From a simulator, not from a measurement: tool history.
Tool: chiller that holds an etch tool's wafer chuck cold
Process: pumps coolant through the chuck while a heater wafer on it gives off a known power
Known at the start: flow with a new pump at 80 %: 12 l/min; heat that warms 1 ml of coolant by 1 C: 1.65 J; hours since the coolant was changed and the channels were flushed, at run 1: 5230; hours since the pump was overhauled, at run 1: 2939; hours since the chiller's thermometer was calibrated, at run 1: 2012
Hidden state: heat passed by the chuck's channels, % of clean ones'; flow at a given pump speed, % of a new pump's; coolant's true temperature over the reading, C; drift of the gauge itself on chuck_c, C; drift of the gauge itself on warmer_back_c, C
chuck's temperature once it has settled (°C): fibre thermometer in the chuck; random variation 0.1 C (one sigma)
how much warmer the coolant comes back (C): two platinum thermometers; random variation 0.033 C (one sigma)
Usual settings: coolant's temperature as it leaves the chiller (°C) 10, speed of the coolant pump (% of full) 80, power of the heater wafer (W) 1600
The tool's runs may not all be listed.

run	hour	coolant's temperature as it leaves the chiller (°C)	speed of the coolant pump (% of full)	power of the heater wafer (W)	hours since the coolant was changed and the channels were flushed	hours since the pump was overhauled	hours since the chiller's thermometer was calibrated	chuck's temperature once it has settled (°C)	how much warmer the coolant comes back (C)
1	0.0	10	80	1600	5230	2939	2012	30.8	5.18
2	55.6	10	80	1181	5286	2995	2067	25.5	3.80
3	169.2	10	84	1600	5399	3108	2181	30.1	4.94
4	231.5	10	84	1600	5462	3170	2243	30.3	4.90
5	311.9	10	84	1600	5542	3251	2324	30.4	4.96
6	412.2	10	78	1600	5642	3351	2424	31.6	5.32
7	530.2	10	78	1600	5760	3469	2542	31.9	5.37
8	595.4	10	80	1600	5826	3534	2607	31.4	5.25
9	713.8	10	80	1600	5944	3653	2725	31.4	5.24
10	821.1	10	80	1600	6051	3760	2833	31.7	5.26
11	941.9	10	80	1600	6172	3881	2953	31.7	5.28
12	1036.8	10	80	1600	6267	3976	3048	31.7	5.24
13	1120.1	10	80	1600	6350	4059	3132	31.7	5.26
14	1216.1	10	80	1600	6446	4155	3228	31.9	5.37
15	1323.6	10	85	1600	6554	4263	3335	31.0	4.96
16	1445.5	10	85	1600	6676	4385	3457	31.2	5.01
17	1567.3	10	74	1600	6797	4506	3579	33.5	5.83
18	1649.9	10	74	1600	6880	4589	3661	33.6	5.79
19	1770.5	10	74	1600	7001	4710	3782	33.7	5.80
20	1850.9	10	74	1600	7081	4790	3863	33.9	5.73
21	1939.3	2	64	1155	7169	4878	3951	21.6	4.90
# hour 1981.9: coolant changed, channels flushed
22	2003.6	2	64	1155	22	4937	4009	19.4	4.92
23	2099.0	2	64	1155	117	5032	4105	19.7	4.88
24	2162.9	2	64	1155	181	5096	4169	19.6	4.86
25	2266.7	2	64	1155	285	5200	4272	19.7	4.99
26	2318.6	11	71	1058	337	5252	4324	26.1	4.07
27	2406.1	10	65	1245	424	5339	4412	29.0	5.22
28	2515.5	10	80	1857	534	5449	4521	33.8	6.31
29	2592.6	10	80	1857	611	5526	4598	33.6	6.38
30	2665.7	10	80	1857	684	5599	4671	34.0	6.38
31	2754.1	6	66	1600	772	5687	4760	30.1	6.62
32	2814.5	12	71	1055	833	5748	4820	27.4	4.06

Forecast each of these 3 alternatives for the next run:
A	2866.0	12	94	1055	884	5799	4872	?	?
B	2866.0	18	71	1677	884	5799	4872	?	?
C	2866.0	12	71	1510	884	5799	4872	?	?

run	chuck's temperature once it has settled (°C)	how much warmer the coolant comes back (C)
A	24.3	3.08
B	42.0	6.49
C	33.5	5.90
Without the tool's hidden state the same runs would have given:
run	chuck's temperature once it has settled (°C)	how much warmer the coolant comes back (C)
A	22.3	2.71
B	38.7	5.72
C	30.5	5.20
